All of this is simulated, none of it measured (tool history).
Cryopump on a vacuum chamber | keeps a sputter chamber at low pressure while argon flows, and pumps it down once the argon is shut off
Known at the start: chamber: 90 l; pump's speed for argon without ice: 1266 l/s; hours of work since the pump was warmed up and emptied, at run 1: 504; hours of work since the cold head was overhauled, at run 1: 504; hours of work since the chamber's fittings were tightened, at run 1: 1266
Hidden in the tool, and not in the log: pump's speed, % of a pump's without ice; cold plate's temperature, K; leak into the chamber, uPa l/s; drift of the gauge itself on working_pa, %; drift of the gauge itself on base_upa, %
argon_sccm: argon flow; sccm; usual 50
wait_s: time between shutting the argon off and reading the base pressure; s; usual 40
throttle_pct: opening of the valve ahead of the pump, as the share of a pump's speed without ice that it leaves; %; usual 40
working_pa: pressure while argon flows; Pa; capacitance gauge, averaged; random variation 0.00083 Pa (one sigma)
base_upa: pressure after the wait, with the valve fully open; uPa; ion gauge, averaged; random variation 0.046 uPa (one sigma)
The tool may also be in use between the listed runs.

| run | day | argon_sccm | wait_s | throttle_pct | hours of work since the pump was warmed up and emptied | hours of work since the cold head was overhauled | hours of work since the chamber's fittings were tightened | working_pa | base_upa |
|---|---|---|---|---|---|---|---|---|---|
| 1 | 0 | 50 | 40 | 40 | 504 | 504 | 1266 | 0.1768 | 2.9 |
| 2 | 0.842 | 50 | 40 | 40 | 514 | 514 | 1276 | 0.1789 | 2.98 |
| 3 | 1.862 | 50 | 168 | 40 | 526 | 526 | 1288 | 0.18 | 1.09 |
| 4 | 2.65 | 50 | 168 | 40 | 536 | 536 | 1298 | 0.1794 | 1.05 |
| 5 | 3.358 | 50 | 39 | 40 | 544 | 544 | 1306 | 0.1785 | 3.08 |
| 6 | 4.05 | 50 | 39 | 40 | 553 | 553 | 1315 | 0.1797 | 3.07 |
| 7 | 4.746 | 22 | 40 | 40 | 561 | 561 | 1323 | 0.0793 | 2.95 |
| 8 | 5.442 | 22 | 40 | 40 | 570 | 570 | 1332 | 0.0792 | 2.96 |
| 9 | 6.375 | 22 | 40 | 40 | 581 | 581 | 1343 | 0.0786 | 2.93 |
| 10 | 7.125 | 50 | 40 | 40 | 590 | 590 | 1352 | 0.1812 | 2.91 |
| 11 | 8.2 | 50 | 40 | 48 | 603 | 603 | 1365 | 0.1534 | 3.01 |
| 12 | 8.833 | 50 | 40 | 48 | 611 | 611 | 1373 | 0.1533 | 3.05 |
| 13 | 9.533 | 50 | 40 | 48 | 619 | 619 | 1381 | 0.1534 | 2.96 |
| 14 | 10.154 | 50 | 33 | 48 | 627 | 627 | 1389 | 0.1526 | 3.46 |
| 15 | 10.8 | 50 | 33 | 48 | 635 | 635 | 1397 | 0.1533 | 3.5 |
| 16 | 11.496 | 67 | 40 | 40 | 643 | 643 | 1405 | 0.2438 | 2.95 |
| 17 | 12.262 | 67 | 40 | 40 | 653 | 653 | 1415 | 0.243 | 3 |
| 18 | 13.233 | 65 | 35 | 18 | 664 | 664 | 1426 | 0.5017 | 3.39 |
| 19 | 14.033 | 20 | 40 | 40 | 674 | 674 | 1436 | 0.0721 | 2.94 |
| 20 | 14.738 | 20 | 209 | 49 | 683 | 683 | 1445 | 0.0605 | 0.96 |
| 21 | 15.746 | 82 | 266 | 24 | 695 | 695 | 1457 | 0.4833 | 0.86 |
| 22 | 16.508 | 96 | 231 | 30 | 704 | 704 | 1466 | 0.4577 | 0.91 |
| 23 | 17.212 | 96 | 231 | 24 | 713 | 713 | 1475 | 0.5661 | 0.92 |
| 24 | 18 | 50 | 40 | 40 | 722 | 722 | 1484 | 0.1856 | 2.94 |
| 25 | 19.154 | 50 | 40 | 40 | 736 | 736 | 1498 | 0.1845 | 3.03 |
| 26 | 19.967 | 50 | 40 | 25 | 746 | 746 | 1508 | 0.2857 | 2.96 |
| 27 | 20.983 | 35 | 206 | 36 | 758 | 758 | 1520 | 0.1432 | 1 |
| 28 | 21.612 | 68 | 40 | 20 | 766 | 766 | 1528 | 0.4864 | 3.02 |
| 29 | 22.612 | 63 | 65 | 22 | 778 | 778 | 1540 | 0.4067 | 2.05 |
| 30 | 23.275 | 41 | 20 | 22 | 786 | 786 | 1548 | 0.2642 | 5.55 |
| 31 | 23.958 | 84 | 40 | 56 | 795 | 795 | 1557 | 0.2299 | 2.97 |
| 32 | 24.671 | 84 | 40 | 56 | 803 | 803 | 1565 | 0.2332 | 3 |
| 33 | 25.612 | 37 | 36 | 16 | 815 | 815 | 1577 | 0.3224 | 3.39 |

4 ways to go on from here, each from the tool as it stands after run 33. What would each give?
| A | 26.646 | 94 | 36 | 16 | 827 | 827 | 1589 | ? | ? |
| B | 26.646 | 97 | 40 | 40 | 827 | 827 | 1589 | ? | ? |
| C | 26.646 | 60 | 96 | 16 | 827 | 827 | 1589 | ? | ? |
| D | 26.646 | 50 | 40 | 21 | 827 | 827 | 1589 | ? | ? |

| run | working_pa | base_upa |
|---|---|---|
| A | 0.8148 | 3.4 |
| B | 0.3623 | 3.12 |
| C | 0.5244 | 1.59 |
| D | 0.3366 | 3 |
Without the tool's hidden state the same runs would have given:
| run | working_pa | base_upa |
|---|---|---|
| A | 0.7773 | 3.11 |
| B | 0.3234 | 2.82 |
| C | 0.5003 | 1.31 |
| D | 0.3166 | 2.72 |
